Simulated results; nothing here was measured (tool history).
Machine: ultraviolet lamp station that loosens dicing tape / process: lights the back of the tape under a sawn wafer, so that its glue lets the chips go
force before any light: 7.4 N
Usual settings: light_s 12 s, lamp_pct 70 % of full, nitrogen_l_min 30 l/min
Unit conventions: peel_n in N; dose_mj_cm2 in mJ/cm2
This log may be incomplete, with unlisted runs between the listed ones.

run	hour	light_s	lamp_pct	nitrogen_l_min	peel_n	dose_mj_cm2
1	0.0	12	70	30	0.217	212
2	10.7	12	70	30	0.221	212
3	17.5	20	70	30	0.075	355
4	25.1	20	70	30	0.087	348
5	35.1	20	70	30	0.085	348
6	45.0	20	70	30	0.083	351
7	52.6	11	70	30	0.280	192
8	63.0	11	70	30	0.296	190
9	69.5	12	70	30	0.225	208
10	80.0	12	70	27	0.253	207
11	89.5	20	70	30	0.081	345
12	99.9	12	70	30	0.230	208
13	104.8	12	70	56	0.163	209
14	116.1	12	70	56	0.164	206
15	122.2	12	70	56	0.175	206
16	132.9	12	70	14	0.399	207
17	138.1	12	70	14	0.403	207
18	149.2	12	70	14	0.395	207
19	157.1	9	70	30	0.507	157
20	164.2	12	70	30	0.247	199
21	171.3	12	70	30	0.238	204
22	176.9	12	70	30	0.240	207
23	184.8	12	68	48	0.204	199

What does the tool deliver on the next run?
24	194.0	12	94	46	?	?

Run 24 produced peel_n 0.096 N, dose_mj_cm2 276 mJ/cm2.
Without the tool's hidden state the same run would have given peel_n 0.080 N, dose_mj_cm2 314 mJ/cm2.

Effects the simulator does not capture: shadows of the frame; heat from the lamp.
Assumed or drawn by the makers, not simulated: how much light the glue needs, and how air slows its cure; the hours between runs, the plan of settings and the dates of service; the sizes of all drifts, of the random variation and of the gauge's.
